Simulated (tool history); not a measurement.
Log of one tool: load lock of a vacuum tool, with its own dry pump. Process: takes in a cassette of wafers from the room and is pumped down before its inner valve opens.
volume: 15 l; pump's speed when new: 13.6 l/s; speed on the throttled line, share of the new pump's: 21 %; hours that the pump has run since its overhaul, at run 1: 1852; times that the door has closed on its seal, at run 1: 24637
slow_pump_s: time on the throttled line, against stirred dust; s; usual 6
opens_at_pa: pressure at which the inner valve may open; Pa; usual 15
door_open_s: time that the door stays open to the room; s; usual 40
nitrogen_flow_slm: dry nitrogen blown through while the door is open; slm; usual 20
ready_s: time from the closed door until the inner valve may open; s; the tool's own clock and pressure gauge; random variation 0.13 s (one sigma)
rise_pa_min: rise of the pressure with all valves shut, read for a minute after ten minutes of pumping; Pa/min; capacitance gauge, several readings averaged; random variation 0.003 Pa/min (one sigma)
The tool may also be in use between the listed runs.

run,day,slow_pump_s,opens_at_pa,door_open_s,nitrogen_flow_slm,hours that the pump has run since its overhaul,times that the door has closed on its seal,"incoming humidity of the room's air, %",ready_s,rise_pa_min
1,0.000,6,15,40,20,1852,24637,46.1,14.7,0.120
2,3.779,6,18,40,20,1943,24979,41.9,14.4,0.117
3,8.071,6,15,153,20,2046,25367,42.8,14.8,0.165
4,11.800,6,15,153,20,2136,25704,42.1,14.9,0.161
5,14.542,6,14,40,20,2201,25952,43.9,14.8,0.123
6,16.596,6,14,40,20,2251,26138,44.1,14.9,0.120
7,21.154,6,14,40,20,2360,26550,42.1,14.7,0.124
8,24.162,6,15,40,15,2432,26822,44.1,14.7,0.129
9,28.771,6,15,40,15,2543,27239,44.0,14.7,0.134
10,31.212,6,15,40,15,2601,27459,47.9,14.6,0.140
11,33.667,6,10,40,15,2660,27681,46.6,15.3,0.140
12,37.833,6,10,40,20,2760,28058,44.3,15.2,0.132
13,41.262,6,10,40,20,2843,28368,47.5,15.2,0.133
14,45.129,6,15,40,25,2936,28718,45.7,14.8,0.135
15,47.571,6,15,40,20,2994,28939,41.6,14.8,0.142
16,51.238,6,15,40,20,3082,29270,43.9,14.5,0.136
17,54.675,6,15,40,14,3165,29581,43.3,14.8,0.141
18,57.808,6,15,40,14,3240,29864,45.9,14.9,0.150
19,61.796,9,15,40,14,3335,30225,44.9,17.3,0.146
20,65.817,9,15,40,14,3432,30588,42.3,17.1,0.141
21,70.329,9,15,40,14,3540,30996,45.9,17.1,0.153
22,74.417,9,15,40,14,3638,31366,41.3,17.0,0.151
23,77.279,10,22,28,39,3707,31625,42.6,17.7,0.137
24,80.342,10,12,161,5,3781,31901,45.8,18.2,0.251
25,82.254,6,11,40,43,3827,32075,43.9,15.3,0.149
26,85.675,6,11,40,43,3909,32384,43.0,15.3,0.146
27,87.996,4,17,47,13,3964,32594,47.6,13.2,0.177
28,90.258,5,17,57,23,4019,32798,46.8,14.0,0.164
29,92.375,10,17,30,23,4069,32990,42.2,17.7,0.152
30,96.412,10,17,30,23,4166,33355,42.2,18.0,0.153
31,98.579,5,29,40,20,4218,33550,41.9,13.2,0.159
32,102.800,6,17,40,4,4320,33932,44.4,14.7,0.182
33,105.775,6,17,40,4,4391,34201,48.1,14.7,0.191
34,108.817,4,15,40,20,4464,34476,45.1,13.6,0.171
35,111.638,4,10,79,4,4532,34731,44.1,13.9,0.224
36,115.492,9,17,44,20,4624,35080,43.9,17.0,0.171
37,118.900,4,15,46,20,4706,35388,42.0,13.6,0.173
38,123.529,10,15,46,39,4817,35807,45.9,18.1,0.160

Forecast each of these 3 alternatives for the next run:
A,128.221,10,15,60,38,4930,36231,43.2,?,?
B,128.221,6,15,87,20,4930,36231,41.9,?,?
C,128.221,6,15,40,18,4930,36231,46.2,?,?

run,ready_s,rise_pa_min
A,18.2,0.181
B,15.0,0.200
C,15.2,0.181
Without the tool's hidden state the same runs would have given:
run,ready_s,rise_pa_min
A,17.8,0.039
B,14.6,0.058
C,14.8,0.039
